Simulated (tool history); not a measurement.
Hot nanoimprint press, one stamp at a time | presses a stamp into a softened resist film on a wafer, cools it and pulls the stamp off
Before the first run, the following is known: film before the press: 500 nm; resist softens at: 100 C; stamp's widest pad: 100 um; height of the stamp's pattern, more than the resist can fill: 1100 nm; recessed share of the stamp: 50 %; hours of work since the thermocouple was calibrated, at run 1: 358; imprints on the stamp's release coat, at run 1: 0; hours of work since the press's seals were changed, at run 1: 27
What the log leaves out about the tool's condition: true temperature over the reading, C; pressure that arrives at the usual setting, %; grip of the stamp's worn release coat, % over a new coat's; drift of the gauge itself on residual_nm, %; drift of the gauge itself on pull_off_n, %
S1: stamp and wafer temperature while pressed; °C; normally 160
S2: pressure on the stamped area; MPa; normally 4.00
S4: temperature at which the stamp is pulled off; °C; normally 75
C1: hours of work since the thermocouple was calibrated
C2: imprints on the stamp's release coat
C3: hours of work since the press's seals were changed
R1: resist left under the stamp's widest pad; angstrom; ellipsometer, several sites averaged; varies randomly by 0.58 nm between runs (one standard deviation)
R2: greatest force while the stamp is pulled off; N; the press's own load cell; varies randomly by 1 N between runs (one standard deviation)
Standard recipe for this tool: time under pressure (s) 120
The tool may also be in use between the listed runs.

Run 1, hour 0.0: usual settings; C1 358; C2 0; C3 27. Result: R1 2620 angstrom, R2 164 N.
Run 2, hour 18.4: usual settings; C1 369; C2 79; C3 38. Result: R1 2625 angstrom, R2 167 N.
Run 3, hour 42.9: usual settings; C1 384; C2 185; C3 52. Result: R1 2614 angstrom, R2 166 N.
Run 4, hour 72.5: usual settings; C1 401; C2 312; C3 70. Result: R1 2619 angstrom, R2 168 N.
Run 5, hour 97.0: usual settings; C1 416; C2 418; C3 85. Result: R1 2610 angstrom, R2 170 N.
Run 6, hour 113.8: usual settings; C1 426; C2 491; C3 95. Result: R1 2610 angstrom, R2 171 N.
Run 7, hour 134.1: usual settings; C1 438; C2 578; C3 107. Result: R1 2610 angstrom, R2 173 N.
Run 8, hour 150.9: usual settings but S2 3.03 MPa; C1 448; C2 651; C3 117. Result: R1 2998 angstrom, R2 174 N.
Run 9, hour 166.2: usual settings but S1 168 °C; C1 457; C2 717; C3 126. Result: R1 1932 angstrom, R2 175 N.
Run 10, hour 182.5: usual settings but S1 168 °C, S4 66 °C; C1 467; C2 787; C3 136. Result: R1 1924 angstrom, R2 219 N.
Run 11, hour 199.5: usual settings but S2 2.85 MPa; C1 477; C2 860; C3 146. Result: R1 3088 angstrom, R2 178 N.
At hour 223.2: plate thermocouple calibrated.
Run 12, hour 228.9: usual settings but S2 2.85 MPa; C1 3; C2 974; C3 161. Result: R1 3224 angstrom, R2 185 N.
At hour 247.8: stamp cleaned and given a new release coat.
Run 13, hour 263.6: usual settings but S2 2.85 MPa; C1 21; C2 69; C3 178. Result: R1 3229 angstrom, R2 167 N.
Run 14, hour 292.7: usual settings but S2 2.85 MPa; C1 38; C2 194; C3 196. Result: R1 3223 angstrom, R2 169 N.
Run 15, hour 305.8: usual settings; C1 46; C2 250; C3 204. Result: R1 2736 angstrom, R2 170 N.
Run 16, hour 321.4: usual settings but S1 161 °C, time under pressure (s) 240; C1 55; C2 318; C3 213. Result: R1 2118 angstrom, R2 171 N.
Run 17, hour 349.6: usual settings but S1 161 °C, time under pressure (s) 240; C1 72; C2 439; C3 230. Result: R1 2119 angstrom, R2 174 N.
Run 18, hour 361.6: usual settings but S1 168 °C, S4 73 °C; C1 79; C2 491; C3 237. Result: R1 2021 angstrom, R2 184 N.
Run 19, hour 380.9: usual settings but S2 5.63 MPa, time under pressure (s) 170, S4 65 °C; C1 90; C2 574; C3 248. Result: R1 2028 angstrom, R2 222 N.
Run 20, hour 395.5: usual settings but S2 5.63 MPa, time under pressure (s) 170, S4 65 °C; C1 99; C2 638; C3 257. Result: R1 2026 angstrom, R2 221 N.
Run 21, hour 417.6: usual settings but S2 5.63 MPa, time under pressure (s) 170, S4 65 °C; C1 112; C2 733; C3 270. Result: R1 2014 angstrom, R2 223 N.
Run 22, hour 441.9: usual settings but S1 170 °C, S2 6.37 MPa, time under pressure (s) 69, S4 76 °C; C1 127; C2 838; C3 285. Result: R1 1708 angstrom, R2 175 N.
Run 23, hour 455.1: usual settings but S1 170 °C, S2 6.37 MPa, time under pressure (s) 69, S4 76 °C; C1 135; C2 895; C3 292. Result: R1 1708 angstrom, R2 180 N.
Run 24, hour 475.9: usual settings but S1 149 °C, S2 2.96 MPa, time under pressure (s) 174, S4 61 °C; C1 147; C2 985; C3 305. Result: R1 4024 angstrom, R2 247 N.
At hour 493.8: stamp cleaned and given a new release coat.
Run 25, hour 510.5: usual settings but S1 172 °C, S2 2.96 MPa, time under pressure (s) 107; C1 164; C2 72; C3 322. Result: R1 2149 angstrom, R2 165 N.
Run 26, hour 538.6: usual settings but S2 2.88 MPa; C1 181; C2 193; C3 339. Result: R1 3171 angstrom, R2 168 N.
Run 27, hour 565.9: usual settings but S1 149 °C, S2 2.55 MPa, time under pressure (s) 155, S4 82 °C; C1 197; C2 311; C3 355. Result: R1 4250 angstrom, R2 142 N.
Run 28, hour 583.6: usual settings but S1 149 °C, S2 2.55 MPa, time under pressure (s) 155, S4 82 °C; C1 207; C2 388; C3 365. Result: R1 4242 angstrom, R2 142 N.
Run 29, hour 600.8: usual settings but time under pressure (s) 166, S4 77 °C; C1 218; C2 462; C3 376. Result: R1 2448 angstrom, R2 164 N.
Run 30, hour 628.4: usual settings but time under pressure (s) 166, S4 77 °C; C1 234; C2 581; C3 392. Result: R1 2444 angstrom, R2 165 N.

How would selected steps in R1 from run to run divide? Give the signed amount a tool lacking its hidden state would still show from settings, what came in and random variation, and the signed amount left for the hidden state, including any gauge scatter that is not in both of the compared results.
Run 8 -> 9: S1 160 -> 168, S2 3.03 -> 4.00. R1 -1066 angstrom: hidden state +35, all else -1101.
Run 10 -> 11: S1 168 -> 160, S2 4.00 -> 2.85, S4 66 -> 75. R1 +1164 angstrom: hidden state -41, all else +1205.
Run 11 -> 12: plate thermocouple calibrated. R1 +136 angstrom: hidden state +143, all else -7.
Run 23 -> 24: S1 170 -> 149, S2 6.37 -> 2.96, time under pressure (s) 69 -> 174, S4 76 -> 61. R1 +2316 angstrom: hidden state -35, all else +2351.
Run 24 -> 25: S1 149 -> 172, time under pressure (s) 174 -> 107, S4 61 -> 75, stamp cleaned and given a new release coat. R1 -1875 angstrom: hidden state +8, all else -1883.
Run 28 -> 29: S1 149 -> 160, S2 2.55 -> 4.00, time under pressure (s) 155 -> 166, S4 82 -> 77. R1 -1794 angstrom: hidden state +15, all else -1809.
